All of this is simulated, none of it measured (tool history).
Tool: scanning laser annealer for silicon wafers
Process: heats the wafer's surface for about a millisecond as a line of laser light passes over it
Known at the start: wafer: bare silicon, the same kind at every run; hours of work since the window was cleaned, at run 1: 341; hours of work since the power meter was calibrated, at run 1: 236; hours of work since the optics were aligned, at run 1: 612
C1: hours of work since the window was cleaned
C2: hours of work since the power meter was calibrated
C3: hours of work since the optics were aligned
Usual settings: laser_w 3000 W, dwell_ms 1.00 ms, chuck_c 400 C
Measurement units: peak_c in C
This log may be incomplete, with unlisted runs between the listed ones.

run 1 hour=0.0 | laser_w=3000 dwell_ms=1.00 chuck_c=400 | C1=341 C2=236 C3=612 | peak_c=1182
run 2 hour=6.2 | laser_w=3000 dwell_ms=1.00 chuck_c=400 | C1=345 C2=240 C3=616 | peak_c=1182
run 3 hour=15.2 | laser_w=3000 dwell_ms=1.00 chuck_c=400 | C1=351 C2=246 C3=622 | peak_c=1185
run 4 hour=21.9 | laser_w=3000 dwell_ms=1.00 chuck_c=400 | C1=356 C2=251 C3=627 | peak_c=1179
run 5 hour=31.4 | laser_w=3000 dwell_ms=1.00 chuck_c=400 | C1=363 C2=257 C3=634 | peak_c=1179
run 6 hour=37.7 | laser_w=3000 dwell_ms=1.00 chuck_c=400 | C1=367 C2=262 C3=638 | peak_c=1181
run 7 hour=48.1 | laser_w=3000 dwell_ms=1.00 chuck_c=400 | C1=374 C2=269 C3=645 | peak_c=1180
run 8 hour=53.1 | laser_w=3000 dwell_ms=1.00 chuck_c=400 | C1=377 C2=272 C3=649 | peak_c=1181
run 9 hour=61.9 | laser_w=3000 dwell_ms=1.00 chuck_c=400 | C1=383 C2=278 C3=655 | peak_c=1181
-- hour=70.1 window over the wafer cleaned
run 10 hour=71.7 | laser_w=3000 dwell_ms=1.00 chuck_c=403 | C1=1 C2=284 C3=660 | peak_c=1188
run 11 hour=76.6 | laser_w=2752 dwell_ms=1.00 chuck_c=400 | C1=5 C2=287 C3=663 | peak_c=1100
run 12 hour=82.5 | laser_w=3194 dwell_ms=0.96 chuck_c=393 | C1=9 C2=291 C3=667 | peak_c=1224

Here are 3 independent what-if runs from the current tool condition. What would each one return?
run A hour=87.4 | laser_w=2909 dwell_ms=0.96 chuck_c=393 | C1=12 C2=294 C3=671 | peak_c=?
run B hour=87.4 | laser_w=2874 dwell_ms=1.17 chuck_c=393 | C1=12 C2=294 C3=671 | peak_c=?
run C hour=87.4 | laser_w=3000 dwell_ms=0.99 chuck_c=400 | C1=12 C2=294 C3=671 | peak_c=?

run=A peak_c=1129
run=B peak_c=1195
run=C peak_c=1180
Take away the tool's hidden state, keep each run's random variation, and the runs would have read:
run=A peak_c=1129
run=B peak_c=1195
run=C peak_c=1181
